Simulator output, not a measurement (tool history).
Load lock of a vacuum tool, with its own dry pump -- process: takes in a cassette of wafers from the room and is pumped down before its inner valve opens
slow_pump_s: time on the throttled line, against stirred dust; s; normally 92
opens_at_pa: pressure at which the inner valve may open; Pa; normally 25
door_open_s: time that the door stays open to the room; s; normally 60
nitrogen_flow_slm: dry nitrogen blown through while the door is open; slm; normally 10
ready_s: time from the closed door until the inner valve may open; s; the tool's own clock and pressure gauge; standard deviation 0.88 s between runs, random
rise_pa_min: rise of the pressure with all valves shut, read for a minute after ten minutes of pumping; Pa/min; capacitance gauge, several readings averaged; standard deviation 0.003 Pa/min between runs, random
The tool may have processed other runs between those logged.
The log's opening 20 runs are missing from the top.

| run | hour | slow_pump_s | opens_at_pa | door_open_s | nitrogen_flow_slm | hours that the pump has run since its overhaul | times that the door has closed on its seal | incoming humidity of the room's air, % | ready_s | rise_pa_min |
|---|---|---|---|---|---|---|---|---|---|---|
| 21 | 2094.4 | 65 | 30 | 107 | 10 | 5586 | 15052 | 47.9 | 114.6 | 0.039 |
| 22 | 2218.9 | 65 | 19 | 60 | 7 | 5711 | 15238 | 42.5 | 118.0 | 0.028 |
| 23 | 2316.8 | 118 | 19 | 202 | 7 | 5809 | 15384 | 43.5 | 162.7 | 0.057 |
| 24 | 2437.3 | 130 | 20 | 60 | 9 | 5929 | 15564 | 44.6 | 170.9 | 0.029 |
| 25 | 2561.1 | 130 | 20 | 60 | 9 | 6053 | 15749 | 46.6 | 170.3 | 0.029 |
| 26 | 2678.3 | 130 | 20 | 60 | 9 | 6170 | 15924 | 46.0 | 171.7 | 0.029 |
| 27 | 2765.0 | 64 | 49 | 26 | 26 | 6257 | 16053 | 46.1 | 110.3 | 0.012 |
| 28 | 2833.1 | 47 | 43 | 60 | 24 | 6325 | 16155 | 44.3 | 96.8 | 0.020 |
| 29 | 2911.9 | 153 | 28 | 48 | 36 | 6404 | 16272 | 47.2 | 188.6 | 0.009 |
| 30 | 3022.9 | 153 | 28 | 48 | 36 | 6515 | 16438 | 44.9 | 188.3 | 0.017 |
| 31 | 3144.2 | 153 | 28 | 48 | 36 | 6636 | 16619 | 45.2 | 186.9 | 0.016 |
| 32 | 3216.1 | 153 | 28 | 48 | 36 | 6708 | 16726 | 44.5 | 186.5 | 0.016 |
| 33 | 3293.8 | 153 | 28 | 48 | 36 | 6786 | 16842 | 45.5 | 187.6 | 0.013 |
| 34 | 3386.6 | 92 | 25 | 218 | 42 | 6879 | 16981 | 46.3 | 136.3 | 0.027 |
| 35 | 3497.4 | 92 | 25 | 218 | 42 | 6989 | 17146 | 47.4 | 137.7 | 0.029 |
| 36 | 3570.1 | 92 | 25 | 218 | 42 | 7062 | 17254 | 48.2 | 138.5 | 0.024 |

Below are 4 alternative next runs, each starting from the tool's condition after run 36. Predict each:
| A | 3642.5 | 92 | 19 | 60 | 10 | 7135 | 17362 | 44.8 | ? | ? |
| B | 3642.5 | 154 | 25 | 78 | 10 | 7135 | 17362 | 45.6 | ? | ? |
| C | 3642.5 | 92 | 33 | 30 | 42 | 7135 | 17362 | 44.9 | ? | ? |
| D | 3642.5 | 92 | 25 | 231 | 42 | 7135 | 17362 | 43.7 | ? | ? |

| run | ready_s | rise_pa_min |
|---|---|---|
| A | 140.3 | 0.025 |
| B | 188.2 | 0.025 |
| C | 136.3 | 0.010 |
| D | 138.0 | 0.025 |
With no hidden state in the tool, these same runs would have given:
| run | ready_s | rise_pa_min |
|---|---|---|
| A | 140.3 | 0.024 |
| B | 188.2 | 0.024 |
| C | 136.3 | 0.010 |
| D | 138.0 | 0.024 |
